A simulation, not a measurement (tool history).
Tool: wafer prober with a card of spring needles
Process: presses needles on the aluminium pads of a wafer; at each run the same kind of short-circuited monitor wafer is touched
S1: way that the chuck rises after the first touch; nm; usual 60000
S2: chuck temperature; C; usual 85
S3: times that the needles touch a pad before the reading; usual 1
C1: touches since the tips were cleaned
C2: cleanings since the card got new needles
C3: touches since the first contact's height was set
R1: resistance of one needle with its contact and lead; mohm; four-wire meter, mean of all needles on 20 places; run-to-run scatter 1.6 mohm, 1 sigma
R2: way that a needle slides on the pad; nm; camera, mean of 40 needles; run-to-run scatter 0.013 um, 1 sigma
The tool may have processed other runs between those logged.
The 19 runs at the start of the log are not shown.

run,day,S1,S2,S3,C1,C2,C3,R1,R2
# day 9.15: tips cleaned on abrasive film
20,9.538,53000,68,3,1522,11,52076,261,10030
21,9.979,49000,49,2,3255,11,53809,268,9240
# day 10.292: tips cleaned on abrasive film
22,10.396,45000,52,1,395,12,55435,260,8500
23,10.696,45000,52,1,1588,12,56628,265,8480
24,11.1,55000,35,1,3183,12,58223,269,10400
# day 11.462: tips cleaned on abrasive film
25,11.658,55000,35,1,778,13,60399,258,10380
26,12.062,55000,35,1,2369,13,61990,266,10390
# day 12.608: tips cleaned on abrasive film
27,12.696,62000,35,2,342,14,64475,247,11730
28,13.258,60000,82,3,2554,14,66687,267,11340
29,13.554,60000,82,3,3719,14,67852,271,11340
# day 13.767: tips cleaned on abrasive film
30,13.921,60000,82,3,608,15,69279,262,11310
31,14.458,76000,40,3,2725,15,71396,253,14390
# day 14.921: tips cleaned on abrasive film
32,15.021,76000,40,3,387,16,73596,251,14400
33,15.6,76000,67,2,2676,16,75885,266,14420
# day 16.104: tips cleaned on abrasive film
34,16.179,76000,67,2,296,17,78139,259,14390

Consider 5 possible next runs. They are alternatives, not a sequence: every one starts from the tool as it was left by run 34. What does each give?
A,16.454,63000,69,1,1392,17,79235,?,?
B,16.454,46000,67,2,1392,17,79235,?,?
C,16.454,56000,53,1,1392,17,79235,?,?
D,16.454,80000,67,2,1392,17,79235,?,?
E,16.454,66000,32,2,1392,17,79235,?,?

run,R1,R2
A,269,11880
B,265,8630
C,269,10530
D,262,15120
E,254,12470
The same runs, with their run-to-run variation unchanged, on a tool lacking any hidden condition would have given:
run,R1,R2
A,257,12080
B,257,8820
C,256,10720
D,255,15320
E,246,12670
